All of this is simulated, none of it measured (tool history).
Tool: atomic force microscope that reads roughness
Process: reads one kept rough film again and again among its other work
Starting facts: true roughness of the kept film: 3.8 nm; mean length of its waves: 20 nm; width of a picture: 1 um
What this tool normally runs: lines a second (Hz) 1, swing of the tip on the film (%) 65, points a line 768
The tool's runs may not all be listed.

run,day,lines a second (Hz),swing of the tip on the film (%),points a line,roughness of the kept film (nm (root mean square))
1,0,1,65,768,3.063
2,1.646,1,65,768,2.687
# day 2.746: new tip fitted
3,2.862,1,65,768,3.049
4,5.271,1,65,768,2.553
# day 5.458: new tip fitted
5,6.546,1,65,768,2.855
# day 8.196: new tip fitted
6,8.346,1,65,768,3.009
7,9.642,1,65,768,2.733
# day 10.962: new tip fitted
8,10.983,1,65,768,3.06
9,13.5,1,65,768,2.536
# day 13.758: new tip fitted
10,16.096,1,65,768,2.558
# day 16.633: new tip fitted
11,17.846,1,80,768,2.683
# day 19.383: new tip fitted
12,20.067,1,80,768,2.76
13,21.954,1,80,768,2.407
# day 22.154: new tip fitted
14,23.817,1,80,768,2.572
# day 24.929: new tip fitted
15,25.946,1,80,768,2.718
# day 27.658: new tip fitted
16,27.871,1,80,768,2.896
17,29.129,1,81,768,2.63
# day 30.417: new tip fitted
18,30.867,1,81,768,2.836
19,32.412,1,65,768,2.653
# day 33.258: new tip fitted
20,33.554,1,65,768,2.997
# day 36.029: new tip fitted
21,36.146,1,65,768,3.068
22,38.054,1,65,768,2.649
# day 38.775: new tip fitted
23,40.588,1,65,768,2.662
# day 41.588: new tip fitted
24,42.325,1,65,768,2.905
25,43.954,1,65,768,2.583
# day 44.383: new tip fitted
26,45.958,0.99,60,1002,2.763
# day 47.112: new tip fitted
27,47.371,0.99,75,1002,2.912
# day 47.992: height scale calibrated on a step standard
28,49.1,1.51,60,1002,2.621
# day 49.912: new tip fitted
29,50.338,0.78,60,398,2.956
# day 52.658: new tip fitted
30,52.775,0.78,60,398,3.057
31,54.467,1,81,768,2.567
# day 55.479: new tip fitted
32,55.838,1,81,768,2.813
33,57.488,1.91,65,731,2.554
# day 58.421: new tip fitted
34,58.775,0.9,55,402,2.988
35,60.167,0.9,55,402,2.687
# day 61.254: new tip fitted
36,61.342,1,61,847,3.046
37,62.504,0.81,71,847,2.774
# day 64.092: new tip fitted
38,64.742,1.26,65,768,2.887
39,66.633,0.97,62,514,2.545
# day 66.992: new tip fitted
40,68.438,3.3,83,633,2.107
# day 69.717: new tip fitted
41,69.717,0.67,72,409,2.993
42,72.288,1,65,756,2.543
# day 72.617: new tip fitted
43,73.475,1,65,756,2.836
# day 75.454: new tip fitted
44,75.496,1,65,756,3.06
45,76.667,0.65,64,411,2.773
# day 78.262: new tip fitted
46,79.229,1,69,768,2.821
47,80.771,1,69,768,2.557
# day 81.004: new tip fitted
48,82.629,1,69,768,2.71
# day 83.875: new tip fitted
49,84.362,0.81,68,1015,2.897
50,85.571,2.49,68,329,2.441

A few steps of roughness of the kept film (nm (root mean square)) between consecutive runs. Split each: what settings, incoming material and random variation would produce without the hidden state, and what is left over for the hidden state, along with gauge scatter present in only one of the two compared results (measured, and without hidden state):
Hidden conditions of the tool in this case: radius of the tip, nm; height scale over the true one, %; drift of the gauge itself on roughness_nm, %.
Run 3 -> 4: nothing adjusted, nothing logged. roughness of the kept film (nm (root mean square)) -0.496: hidden state -0.481, all else -0.015.
Run 8 -> 9: nothing adjusted, nothing logged. roughness of the kept film (nm (root mean square)) -0.524: hidden state -0.521, all else -0.003.
Run 40 -> 41: lines a second (Hz) 3.3 -> 0.67, swing of the tip on the film (%) 83 -> 72, points a line 633 -> 409, new tip fitted. roughness of the kept film (nm (root mean square)) +0.886: hidden state +0.246, all else +0.64.
Run 41 -> 42: lines a second (Hz) 0.67 -> 1, swing of the tip on the film (%) 72 -> 65, points a line 409 -> 756. roughness of the kept film (nm (root mean square)) -0.45: hidden state -0.513, all else +0.063.
